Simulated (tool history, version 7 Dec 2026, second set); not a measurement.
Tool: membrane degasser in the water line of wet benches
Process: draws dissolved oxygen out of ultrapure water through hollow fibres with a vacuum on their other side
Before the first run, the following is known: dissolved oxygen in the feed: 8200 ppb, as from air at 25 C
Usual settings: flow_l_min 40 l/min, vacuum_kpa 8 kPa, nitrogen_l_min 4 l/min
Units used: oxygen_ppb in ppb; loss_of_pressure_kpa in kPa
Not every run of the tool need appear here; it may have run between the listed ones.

run 1 hour=0 | flow_l_min=40 vacuum_kpa=8 nitrogen_l_min=4 | oxygen_ppb=120.8 loss_of_pressure_kpa=68
run 2 hour=106.6 | flow_l_min=40 vacuum_kpa=5.71 nitrogen_l_min=4 | oxygen_ppb=65.8 loss_of_pressure_kpa=68.32
run 3 hour=240.1 | flow_l_min=40 vacuum_kpa=5.71 nitrogen_l_min=4 | oxygen_ppb=67.2 loss_of_pressure_kpa=68.12
run 4 hour=455.1 | flow_l_min=40 vacuum_kpa=5.71 nitrogen_l_min=4 | oxygen_ppb=67.7 loss_of_pressure_kpa=68
run 5 hour=557.1 | flow_l_min=40 vacuum_kpa=17.52 nitrogen_l_min=4 | oxygen_ppb=333.1 loss_of_pressure_kpa=68.28
run 6 hour=665.5 | flow_l_min=40 vacuum_kpa=8 nitrogen_l_min=4 | oxygen_ppb=121.4 loss_of_pressure_kpa=68.31
run 7 hour=829.8 | flow_l_min=40 vacuum_kpa=8 nitrogen_l_min=4 | oxygen_ppb=120.9 loss_of_pressure_kpa=67.93
run 8 hour=1009.1 | flow_l_min=40 vacuum_kpa=8 nitrogen_l_min=4 | oxygen_ppb=122.3 loss_of_pressure_kpa=68.81
run 9 hour=1208.5 | flow_l_min=40 vacuum_kpa=8 nitrogen_l_min=4 | oxygen_ppb=122.4 loss_of_pressure_kpa=68.01
run 10 hour=1427.9 | flow_l_min=40 vacuum_kpa=8 nitrogen_l_min=4 | oxygen_ppb=122.2 loss_of_pressure_kpa=68.58
-- hour=1633 seals of the vacuum lines changed
run 11 hour=1672 | flow_l_min=40 vacuum_kpa=8 nitrogen_l_min=4 | oxygen_ppb=119.8 loss_of_pressure_kpa=68.82
run 12 hour=1815.1 | flow_l_min=40 vacuum_kpa=8 nitrogen_l_min=4 | oxygen_ppb=120.9 loss_of_pressure_kpa=68.08
run 13 hour=2059.2 | flow_l_min=40 vacuum_kpa=8 nitrogen_l_min=4 | oxygen_ppb=121.1 loss_of_pressure_kpa=68.76
run 14 hour=2191 | flow_l_min=30 vacuum_kpa=16.28 nitrogen_l_min=4 | oxygen_ppb=233.5 loss_of_pressure_kpa=51.41
run 15 hour=2416.8 | flow_l_min=51 vacuum_kpa=16.28 nitrogen_l_min=4 | oxygen_ppb=386.6 loss_of_pressure_kpa=87.79
-- hour=2499.6 vacuum gauge calibrated
run 16 hour=2657 | flow_l_min=52 vacuum_kpa=8 nitrogen_l_min=3.04 | oxygen_ppb=191.8 loss_of_pressure_kpa=90.16
run 17 hour=2855.4 | flow_l_min=52 vacuum_kpa=8 nitrogen_l_min=3.04 | oxygen_ppb=190.5 loss_of_pressure_kpa=89.87
run 18 hour=2980.1 | flow_l_min=39 vacuum_kpa=8.6 nitrogen_l_min=4 | oxygen_ppb=127.6 loss_of_pressure_kpa=67.94
run 19 hour=3135.3 | flow_l_min=39 vacuum_kpa=8.6 nitrogen_l_min=4 | oxygen_ppb=129 loss_of_pressure_kpa=67.62
run 20 hour=3246.9 | flow_l_min=27 vacuum_kpa=6.25 nitrogen_l_min=2.24 | oxygen_ppb=88.6 loss_of_pressure_kpa=46.93
run 21 hour=3358.3 | flow_l_min=27 vacuum_kpa=15.22 nitrogen_l_min=2.24 | oxygen_ppb=330.2 loss_of_pressure_kpa=46.9
run 22 hour=3488.3 | flow_l_min=61 vacuum_kpa=11.39 nitrogen_l_min=4 | oxygen_ppb=291.4 loss_of_pressure_kpa=106.37
run 23 hour=3719.4 | flow_l_min=40 vacuum_kpa=12.17 nitrogen_l_min=4 | oxygen_ppb=212.7 loss_of_pressure_kpa=69.81
run 24 hour=3871.6 | flow_l_min=40 vacuum_kpa=12.17 nitrogen_l_min=4 | oxygen_ppb=213.5 loss_of_pressure_kpa=69.94

Each row is a separate what-if for the run after 24, all from the same tool condition, not one after another. Results?
run A hour=3979 | flow_l_min=36 vacuum_kpa=8.65 nitrogen_l_min=2.94 | oxygen_ppb=? loss_of_pressure_kpa=?
run B hour=3979 | flow_l_min=53 vacuum_kpa=17.87 nitrogen_l_min=4 | oxygen_ppb=? loss_of_pressure_kpa=?
run C hour=3979 | flow_l_min=54 vacuum_kpa=11.48 nitrogen_l_min=4.44 | oxygen_ppb=? loss_of_pressure_kpa=?
run D hour=3979 | flow_l_min=40 vacuum_kpa=12.17 nitrogen_l_min=8.26 | oxygen_ppb=? loss_of_pressure_kpa=?
run E hour=3979 | flow_l_min=25 vacuum_kpa=12.17 nitrogen_l_min=6.61 | oxygen_ppb=? loss_of_pressure_kpa=?

run=A oxygen_ppb=160 loss_of_pressure_kpa=62.6
run=B oxygen_ppb=441.4 loss_of_pressure_kpa=92.68
run=C oxygen_ppb=240.8 loss_of_pressure_kpa=94.63
run=D oxygen_ppb=109.6 loss_of_pressure_kpa=70.08
run=E oxygen_ppb=84 loss_of_pressure_kpa=43.6
Without the tool's hidden state the same runs would have given:
run=A oxygen_ppb=155.8 loss_of_pressure_kpa=58.66
run=B oxygen_ppb=435.1 loss_of_pressure_kpa=86.88
run=C oxygen_ppb=234.7 loss_of_pressure_kpa=88.72
run=D oxygen_ppb=106.5 loss_of_pressure_kpa=65.71
run=E oxygen_ppb=82.2 loss_of_pressure_kpa=40.86
